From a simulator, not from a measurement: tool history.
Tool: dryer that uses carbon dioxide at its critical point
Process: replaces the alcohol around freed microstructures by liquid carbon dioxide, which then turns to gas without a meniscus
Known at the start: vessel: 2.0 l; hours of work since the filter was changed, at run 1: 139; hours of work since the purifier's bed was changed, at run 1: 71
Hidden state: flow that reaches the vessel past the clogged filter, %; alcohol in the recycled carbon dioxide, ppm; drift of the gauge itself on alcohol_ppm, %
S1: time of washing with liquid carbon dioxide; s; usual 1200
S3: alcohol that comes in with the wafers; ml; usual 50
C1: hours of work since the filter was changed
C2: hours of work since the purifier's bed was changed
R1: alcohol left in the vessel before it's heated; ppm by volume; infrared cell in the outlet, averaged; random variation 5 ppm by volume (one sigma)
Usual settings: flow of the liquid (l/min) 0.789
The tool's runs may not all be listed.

run 1 hour=0 | S1=1200 flow_of_the_liquid_(l/min)=0.789 S3=50 | C1=139 C2=71 | R1=25
run 2 hour=50 | S1=1200 flow_of_the_liquid_(l/min)=0.892 S3=50 | C1=160 C2=92 | R1=15
run 3 hour=107.9 | S1=1200 flow_of_the_liquid_(l/min)=0.892 S3=50 | C1=184 C2=117 | R1=19
run 4 hour=142.2 | S1=1440 flow_of_the_liquid_(l/min)=0.789 S3=50 | C1=199 C2=131 | R1=20
run 5 hour=179.5 | S1=1440 flow_of_the_liquid_(l/min)=0.789 S3=50 | C1=214 C2=147 | R1=22
run 6 hour=233 | S1=1440 flow_of_the_liquid_(l/min)=0.789 S3=50 | C1=237 C2=169 | R1=15
run 7 hour=256.9 | S1=1440 flow_of_the_liquid_(l/min)=0.789 S3=50 | C1=247 C2=179 | R1=26
run 8 hour=302.9 | S1=1440 flow_of_the_liquid_(l/min)=0.789 S3=50 | C1=266 C2=198 | R1=23
run 9 hour=360 | S1=1440 flow_of_the_liquid_(l/min)=0.789 S3=50 | C1=290 C2=222 | R1=18
-- hour=406.4 inlet filter changed
run 10 hour=419 | S1=1200 flow_of_the_liquid_(l/min)=0.789 S3=102 | C1=5 C2=247 | R1=40
run 11 hour=456.8 | S1=1200 flow_of_the_liquid_(l/min)=0.789 S3=102 | C1=21 C2=262 | R1=45
run 12 hour=495.2 | S1=1200 flow_of_the_liquid_(l/min)=0.878 S3=50 | C1=37 C2=279 | R1=18
run 13 hour=540 | S1=1200 flow_of_the_liquid_(l/min)=0.878 S3=50 | C1=56 C2=297 | R1=28
run 14 hour=599.7 | S1=1200 flow_of_the_liquid_(l/min)=0.878 S3=50 | C1=81 C2=322 | R1=37
run 15 hour=635.9 | S1=1200 flow_of_the_liquid_(l/min)=0.878 S3=50 | C1=96 C2=338 | R1=40
run 16 hour=686.6 | S1=1200 flow_of_the_liquid_(l/min)=0.878 S3=50 | C1=118 C2=359 | R1=46
run 17 hour=710.6 | S1=1620 flow_of_the_liquid_(l/min)=0.878 S3=50 | C1=128 C2=369 | R1=27
run 18 hour=767.4 | S1=1620 flow_of_the_liquid_(l/min)=0.878 S3=50 | C1=151 C2=393 | R1=42
run 19 hour=825.9 | S1=1620 flow_of_the_liquid_(l/min)=0.878 S3=50 | C1=176 C2=417 | R1=33
run 20 hour=865 | S1=1920 flow_of_the_liquid_(l/min)=0.789 S3=50 | C1=192 C2=434 | R1=42
run 21 hour=913.9 | S1=1320 flow_of_the_liquid_(l/min)=0.789 S3=50 | C1=213 C2=454 | R1=46
run 22 hour=967.8 | S1=1320 flow_of_the_liquid_(l/min)=0.789 S3=50 | C1=235 C2=477 | R1=51
run 23 hour=1017.6 | S1=1200 flow_of_the_liquid_(l/min)=0.789 S3=26 | C1=256 C2=498 | R1=49
-- hour=1050.9 purifier's bed changed
run 24 hour=1050.9 | S1=1200 flow_of_the_liquid_(l/min)=0.789 S3=26 | C1=269 C2=0 | R1=13
run 25 hour=1075.6 | S1=840 flow_of_the_liquid_(l/min)=0.608 S3=110 | C1=279 C2=10 | R1=1145
run 26 hour=1102.1 | S1=960 flow_of_the_liquid_(l/min)=0.936 S3=62 | C1=291 C2=21 | R1=34
-- hour=1144.3 inlet filter changed
run 27 hour=1157.9 | S1=1740 flow_of_the_liquid_(l/min)=0.628 S3=93 | C1=6 C2=44 | R1=19
run 28 hour=1198.1 | S1=960 flow_of_the_liquid_(l/min)=0.971 S3=115 | C1=23 C2=61 | R1=40
run 29 hour=1233 | S1=960 flow_of_the_liquid_(l/min)=0.971 S3=115 | C1=37 C2=76 | R1=37
run 30 hour=1289 | S1=960 flow_of_the_liquid_(l/min)=0.646 S3=29 | C1=61 C2=99 | R1=115
run 31 hour=1320.7 | S1=1200 flow_of_the_liquid_(l/min)=0.566 S3=29 | C1=74 C2=113 | R1=69
run 32 hour=1369.3 | S1=1260 flow_of_the_liquid_(l/min)=0.789 S3=35 | C1=94 C2=133 | R1=19
run 33 hour=1417.6 | S1=960 flow_of_the_liquid_(l/min)=0.517 S3=26 | C1=115 C2=153 | R1=288
run 34 hour=1461.5 | S1=1800 flow_of_the_liquid_(l/min)=0.591 S3=25 | C1=133 C2=172 | R1=21
run 35 hour=1515.4 | S1=900 flow_of_the_liquid_(l/min)=0.752 S3=54 | C1=156 C2=194 | R1=146
run 36 hour=1540.7 | S1=1200 flow_of_the_liquid_(l/min)=0.782 S3=50 | C1=166 C2=205 | R1=39
run 37 hour=1567.8 | S1=960 flow_of_the_liquid_(l/min)=0.789 S3=31 | C1=178 C2=216 | R1=61
run 38 hour=1623.1 | S1=960 flow_of_the_liquid_(l/min)=0.789 S3=31 | C1=201 C2=240 | R1=54
run 39 hour=1670.9 | S1=1500 flow_of_the_liquid_(l/min)=0.715 S3=50 | C1=221 C2=260 | R1=29
run 40 hour=1705.2 | S1=780 flow_of_the_liquid_(l/min)=0.541 S3=60 | C1=235 C2=274 | R1=1237
run 41 hour=1733.4 | S1=780 flow_of_the_liquid_(l/min)=0.662 S3=36 | C1=247 C2=286 | R1=368
run 42 hour=1787.7 | S1=1320 flow_of_the_liquid_(l/min)=0.872 S3=30 | C1=270 C2=309 | R1=24
run 43 hour=1836.8 | S1=1320 flow_of_the_liquid_(l/min)=0.872 S3=30 | C1=290 C2=329 | R1=27
-- hour=1881.2 inlet filter changed
run 44 hour=1882.8 | S1=1320 flow_of_the_liquid_(l/min)=0.57 S3=30 | C1=1 C2=348 | R1=75
run 45 hour=1919.6 | S1=1860 flow_of_the_liquid_(l/min)=1.177 S3=49 | C1=16 C2=364 | R1=39
run 46 hour=1949.1 | S1=1200 flow_of_the_liquid_(l/min)=0.953 S3=70 | C1=28 C2=376 | R1=31
run 47 hour=1988.1 | S1=1200 flow_of_the_liquid_(l/min)=0.953 S3=70 | C1=45 C2=392 | R1=41

Hidden state or all else? Some run-to-run changes of R1, split into what the settings, what came in and random variation would give without the hidden state, and what is left for the hidden state (with any gauge scatter that isn't in both results):
Run 24 -> 25: S1 1200 -> 840, flow of the liquid (l/min) 0.789 -> 0.608, S3 26 -> 110. R1 +1132 ppm by volume: hidden state +286, all else +846.
Run 25 -> 26: S1 840 -> 960, flow of the liquid (l/min) 0.608 -> 0.936, S3 110 -> 62. R1 -1111 ppm by volume: hidden state -276, all else -835.
Run 39 -> 40: S1 1500 -> 780, flow of the liquid (l/min) 0.715 -> 0.541, S3 50 -> 60. R1 +1208 ppm by volume: hidden state +226, all else +982.
